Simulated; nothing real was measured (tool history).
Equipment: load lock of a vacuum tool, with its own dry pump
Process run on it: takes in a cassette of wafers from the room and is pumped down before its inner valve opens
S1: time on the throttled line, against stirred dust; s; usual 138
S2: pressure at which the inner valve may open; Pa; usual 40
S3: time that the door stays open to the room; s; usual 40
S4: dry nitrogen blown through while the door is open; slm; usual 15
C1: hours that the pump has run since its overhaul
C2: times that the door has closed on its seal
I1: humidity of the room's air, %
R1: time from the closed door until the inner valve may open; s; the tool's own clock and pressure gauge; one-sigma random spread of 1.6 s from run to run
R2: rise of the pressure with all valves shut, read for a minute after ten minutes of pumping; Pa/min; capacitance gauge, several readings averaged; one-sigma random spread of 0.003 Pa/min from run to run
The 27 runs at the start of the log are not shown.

{"run": 28, "day": 104.638, "S1": 109, "S2": 30, "S3": 40, "S4": 39, "C1": 6219, "C2": 24827, "I1": 47.9, "R1": 250.8, "R2": 0.018}
{"run": 29, "day": 107.3, "S1": 239, "S2": 60, "S3": 158, "S4": 7, "C1": 6283, "C2": 24962, "I1": 43.1, "R1": 339.0, "R2": 0.039}
{"run": 30, "day": 112.683, "S1": 232, "S2": 60, "S3": 158, "S4": 7, "C1": 6412, "C2": 25237, "I1": 44.8, "R1": 333.4, "R2": 0.041}
{"run": 31, "day": 115.921, "S1": 249, "S2": 40, "S3": 136, "S4": 5, "C1": 6490, "C2": 25402, "I1": 42.9, "R1": 361.6, "R2": 0.034}
{"run": 32, "day": 120.371, "S1": 249, "S2": 40, "S3": 136, "S4": 5, "C1": 6596, "C2": 25629, "I1": 42.8, "R1": 358.1, "R2": 0.046}
{"run": 33, "day": 124.592, "S1": 249, "S2": 40, "S3": 136, "S4": 5, "C1": 6698, "C2": 25844, "I1": 45.9, "R1": 355.9, "R2": 0.04}
{"run": 34, "day": 129.379, "S1": 165, "S2": 69, "S3": 136, "S4": 30, "C1": 6813, "C2": 26088, "I1": 45.3, "R1": 278.3, "R2": 0.023}
{"run": 35, "day": 131.7, "S1": 84, "S2": 46, "S3": 40, "S4": 15, "C1": 6868, "C2": 26206, "I1": 46.5, "R1": 222.1, "R2": 0.022}
{"run": 36, "day": 136.842, "S1": 84, "S2": 46, "S3": 40, "S4": 15, "C1": 6992, "C2": 26468, "I1": 45.9, "R1": 224.0, "R2": 0.023}

Here are 3 independent what-if runs from the current tool condition. What would each one return?
{"run": "A", "day": 139.071, "S1": 117, "S2": 62, "S3": 226, "S4": 15, "C1": 7045, "C2": 26581, "I1": 44.4, "R1": "?", "R2": "?"}
{"run": "B", "day": 139.071, "S1": 84, "S2": 52, "S3": 63, "S4": 17, "C1": 7045, "C2": 26581, "I1": 46.4, "R1": "?", "R2": "?"}
{"run": "C", "day": 139.071, "S1": 84, "S2": 46, "S3": 90, "S4": 15, "C1": 7045, "C2": 26581, "I1": 42.2, "R1": "?", "R2": "?"}

run=A R1=241.9 R2=0.039
run=B R1=218.8 R2=0.026
run=C R1=219.4 R2=0.027
Take away the tool's hidden state, keep each run's random variation, and the runs would have read:
run=A R1=241.9 R2=0.038
run=B R1=218.8 R2=0.025
run=C R1=219.4 R2=0.026

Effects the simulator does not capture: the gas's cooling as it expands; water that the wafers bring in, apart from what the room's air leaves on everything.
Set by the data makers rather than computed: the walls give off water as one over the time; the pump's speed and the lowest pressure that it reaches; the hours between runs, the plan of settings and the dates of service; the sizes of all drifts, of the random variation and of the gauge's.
